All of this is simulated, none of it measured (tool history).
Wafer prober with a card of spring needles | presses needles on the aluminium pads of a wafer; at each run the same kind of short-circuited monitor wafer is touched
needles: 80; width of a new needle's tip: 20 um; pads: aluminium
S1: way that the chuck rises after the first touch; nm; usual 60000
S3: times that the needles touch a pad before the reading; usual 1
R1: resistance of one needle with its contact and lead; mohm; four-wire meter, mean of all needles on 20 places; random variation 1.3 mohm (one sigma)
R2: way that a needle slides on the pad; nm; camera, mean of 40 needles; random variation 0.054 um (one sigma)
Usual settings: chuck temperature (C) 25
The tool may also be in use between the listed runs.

Run 1, day 0: usual settings. Result: R1 139 mohm, R2 13200 nm.
At day 0.562: tips cleaned on abrasive film.
Run 2, day 0.7: usual settings. Result: R1 137 mohm, R2 13280 nm.
Run 3, day 1.208: usual settings. Result: R1 191 mohm, R2 13200 nm.
At day 1.275: tips cleaned on abrasive film.
Run 4, day 1.729: usual settings. Result: R1 173 mohm, R2 13150 nm.
At day 1.975: tips cleaned on abrasive film.
Run 5, day 2.438: usual settings but chuck temperature (C) 49. Result: R1 176 mohm, R2 13160 nm.
At day 2.679: tips cleaned on abrasive film.
At day 3.421: tips cleaned on abrasive film.
Run 6, day 3.467: usual settings. Result: R1 121 mohm, R2 13100 nm.
At day 4.121: tips cleaned on abrasive film.
Run 7, day 4.317: usual settings but S3 2. Result: R1 133 mohm, R2 13000 nm.
At day 4.783: tips cleaned on abrasive film.
Run 8, day 4.988: usual settings but S3 2. Result: R1 137 mohm, R2 12980 nm.
At day 5.492: tips cleaned on abrasive film.
Run 9, day 5.962: usual settings but chuck temperature (C) 44, S3 2. Result: R1 153 mohm, R2 13090 nm.
At day 6.175: tips cleaned on abrasive film.
Run 10, day 6.7: usual settings but chuck temperature (C) 44, S3 2. Result: R1 154 mohm, R2 13080 nm.
At day 6.908: tips cleaned on abrasive film.
Run 11, day 7.404: usual settings but chuck temperature (C) 44, S3 2. Result: R1 156 mohm, R2 12980 nm.
At day 7.629: tips cleaned on abrasive film.
Run 12, day 8.225: usual settings but chuck temperature (C) 44, S3 2. Result: R1 154 mohm, R2 12930 nm.
At day 8.312: tips cleaned on abrasive film.
Run 13, day 8.725: usual settings but chuck temperature (C) 54, S3 3. Result: R1 138 mohm, R2 12970 nm.
At day 8.979: tips cleaned on abrasive film.
At day 9.638: tips cleaned on abrasive film.
Run 14, day 9.638: usual settings but S1 44000 nm, chuck temperature (C) 54. Result: R1 134 mohm, R2 9330 nm.
At day 10.317: tips cleaned on abrasive film.
Run 15, day 10.317: usual settings but S1 55000 nm, chuck temperature (C) 36, S3 2. Result: R1 118 mohm, R2 11720 nm.
At day 11.021: tips cleaned on abrasive film.
Run 16, day 11.208: usual settings but S1 47000 nm. Result: R1 169 mohm, R2 10000 nm.
At day 11.675: tips cleaned on abrasive film.
Run 17, day 12.075: usual settings but S1 47000 nm. Result: R1 211 mohm, R2 9960 nm.
At day 12.358: tips cleaned on abrasive film.
At day 13.021: tips cleaned on abrasive film.
Run 18, day 13.238: usual settings but S1 78000 nm. Result: R1 133 mohm, R2 16840 nm.

3 ways to go on from here, each from the tool as it stands after run 18. What would each give?
At day 13.721: tips cleaned on abrasive film.
Run A, day 14.354: usual settings but S1 57000 nm, chuck temperature (C) 42, S3 3. Result: R1 ?, R2 ?.
At day 13.721: tips cleaned on abrasive film.
Run B, day 14.354: usual settings but S1 46000 nm, chuck temperature (C) 79, S3 2. Result: R1 ?, R2 ?.
At day 13.721: tips cleaned on abrasive film.
Run C, day 14.354: usual settings but S1 54000 nm, chuck temperature (C) 109, S3 2. Result: R1 ?, R2 ?.

run   R1     R2
  A  145  12080
  B  202   9670
  C  175  11390
Without the tool's hidden state the same runs would have given:
run   R1     R2
  A  111  12610
  B  122  10200
  C  119  11920

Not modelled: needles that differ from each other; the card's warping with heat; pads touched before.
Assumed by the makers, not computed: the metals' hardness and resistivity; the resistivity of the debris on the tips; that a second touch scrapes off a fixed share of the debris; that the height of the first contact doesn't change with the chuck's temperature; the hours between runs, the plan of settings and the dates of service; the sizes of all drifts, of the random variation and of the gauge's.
